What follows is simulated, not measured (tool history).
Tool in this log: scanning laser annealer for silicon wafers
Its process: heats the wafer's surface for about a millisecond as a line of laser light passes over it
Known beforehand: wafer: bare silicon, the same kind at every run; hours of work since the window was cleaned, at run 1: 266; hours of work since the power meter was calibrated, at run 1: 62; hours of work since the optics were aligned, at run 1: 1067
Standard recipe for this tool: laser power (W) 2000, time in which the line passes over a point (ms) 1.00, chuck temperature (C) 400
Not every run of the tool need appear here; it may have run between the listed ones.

| run | hour | laser power (W) | time in which the line passes over a point (ms) | chuck temperature (C) | hours of work since the window was cleaned | hours of work since the power meter was calibrated | hours of work since the optics were aligned | highest temperature of the surface (C) |
|---|---|---|---|---|---|---|---|---|
| 1 | 0.0 | 2000 | 1.00 | 400 | 266 | 62 | 1067 | 1099 |
| 2 | 40.4 | 2000 | 1.00 | 400 | 290 | 86 | 1091 | 1100 |
| 3 | 65.6 | 2000 | 0.81 | 400 | 305 | 101 | 1106 | 1036 |
| 4 | 91.7 | 2000 | 1.00 | 420 | 321 | 117 | 1122 | 1116 |
| 5 | 129.2 | 2000 | 1.00 | 420 | 344 | 139 | 1144 | 1114 |
| 6 | 164.4 | 2000 | 1.00 | 420 | 365 | 160 | 1166 | 1116 |
| 7 | 198.2 | 2000 | 1.00 | 400 | 385 | 181 | 1186 | 1092 |
| 8 | 248.3 | 2000 | 1.00 | 400 | 415 | 211 | 1216 | 1089 |
| 9 | 275.0 | 2000 | 1.00 | 400 | 431 | 227 | 1232 | 1088 |
| 10 | 301.8 | 2000 | 1.00 | 400 | 447 | 243 | 1248 | 1088 |
| 11 | 342.7 | 1782 | 1.00 | 400 | 472 | 268 | 1273 | 993 |
| 12 | 366.2 | 1782 | 1.00 | 400 | 486 | 282 | 1287 | 991 |
| 13 | 396.1 | 1787 | 1.00 | 400 | 504 | 300 | 1305 | 994 |
| 14 | 442.1 | 1787 | 1.00 | 400 | 532 | 327 | 1333 | 993 |
| 15 | 478.6 | 2000 | 1.00 | 422 | 554 | 349 | 1355 | 1101 |
| 16 | 514.0 | 2000 | 1.00 | 400 | 575 | 371 | 1376 | 1079 |
| 17 | 541.9 | 1808 | 1.00 | 400 | 592 | 387 | 1393 | 997 |
|  | 549.3 | optics aligned, line set to its width |
| 18 | 595.6 | 2169 | 1.00 | 400 | 621 | 417 | 28 | 1143 |
|  | 622.2 | window over the wafer cleaned |
| 19 | 639.7 | 2000 | 1.00 | 400 | 11 | 442 | 53 | 1118 |
| 20 | 673.8 | 2000 | 1.00 | 400 | 31 | 462 | 74 | 1116 |
| 21 | 694.1 | 2000 | 1.00 | 400 | 43 | 475 | 86 | 1115 |
| 22 | 741.7 | 1975 | 1.00 | 394 | 72 | 503 | 114 | 1093 |
|  | 751.3 | optics aligned, line set to its width, once more |
| 23 | 772.3 | 1975 | 1.00 | 394 | 87 | 519 | 13 | 1106 |
| 24 | 820.3 | 1898 | 0.96 | 394 | 116 | 548 | 41 | 1060 |
| 25 | 868.2 | 2047 | 0.87 | 438 | 145 | 576 | 70 | 1137 |
| 26 | 903.9 | 2099 | 0.87 | 374 | 166 | 598 | 92 | 1093 |
| 27 | 936.1 | 2093 | 1.00 | 366 | 186 | 617 | 111 | 1127 |
| 28 | 977.2 | 2093 | 1.00 | 366 | 210 | 642 | 136 | 1125 |
| 29 | 1006.6 | 2093 | 1.00 | 366 | 228 | 660 | 153 | 1126 |
| 30 | 1054.4 | 2093 | 1.00 | 366 | 257 | 688 | 182 | 1120 |
| 31 | 1080.9 | 1769 | 1.21 | 373 | 273 | 704 | 198 | 1036 |
| 32 | 1105.0 | 2118 | 1.11 | 394 | 287 | 719 | 213 | 1193 |
| 33 | 1125.4 | 2118 | 1.11 | 394 | 300 | 731 | 225 | 1193 |
| 34 | 1166.4 | 1795 | 1.00 | 405 | 324 | 756 | 250 | 1023 |
| 35 | 1189.7 | 1795 | 0.76 | 377 | 338 | 770 | 264 | 926 |
| 36 | 1225.6 | 2186 | 1.00 | 400 | 360 | 791 | 285 | 1189 |
| 37 | 1248.9 | 2186 | 1.00 | 400 | 374 | 805 | 299 | 1192 |
| 38 | 1272.2 | 1827 | 0.72 | 418 | 388 | 819 | 313 | 963 |
| 39 | 1305.2 | 1827 | 0.72 | 418 | 408 | 839 | 333 | 963 |
| 40 | 1336.0 | 1802 | 0.73 | 385 | 426 | 858 | 352 | 924 |
| 41 | 1356.8 | 2026 | 0.74 | 362 | 439 | 870 | 364 | 983 |

Subtracting, for every run, the result it would have given without the tool's unlogged condition from the measured result gives the following. The same run-to-run variation enters both numbers; the gauge's scatter may not:
Hidden state present: light that passes the window, % of a clean one's; laser's true power over the reading, %; width of the line over the set one, %; drift of the gauge itself on peak_c, C.
| run | highest temperature of the surface (C) |
|---|---|
| 1 | -27 |
| 2 | -28 |
| 3 | -28 |
| 4 | -31 |
| 5 | -33 |
| 6 | -34 |
| 7 | -36 |
| 8 | -38 |
| 9 | -39 |
| 10 | -40 |
| 11 | -36 |
| 12 | -37 |
| 13 | -38 |
| 14 | -40 |
| 15 | -47 |
| 16 | -49 |
| 17 | -44 |
| 18 | -61 |
| 19 | -10 |
| 20 | -12 |
| 21 | -12 |
| 22 | -14 |
| 23 | -2 |
| 24 | -3 |
| 25 | -5 |
| 26 | -7 |
| 27 | -9 |
| 28 | -10 |
| 29 | -12 |
| 30 | -14 |
| 31 | -13 |
| 32 | -17 |
| 33 | -19 |
| 34 | -16 |
| 35 | -15 |
| 36 | -23 |
| 37 | -24 |
| 38 | -18 |
| 39 | -18 |
| 40 | -19 |
| 41 | -23 |
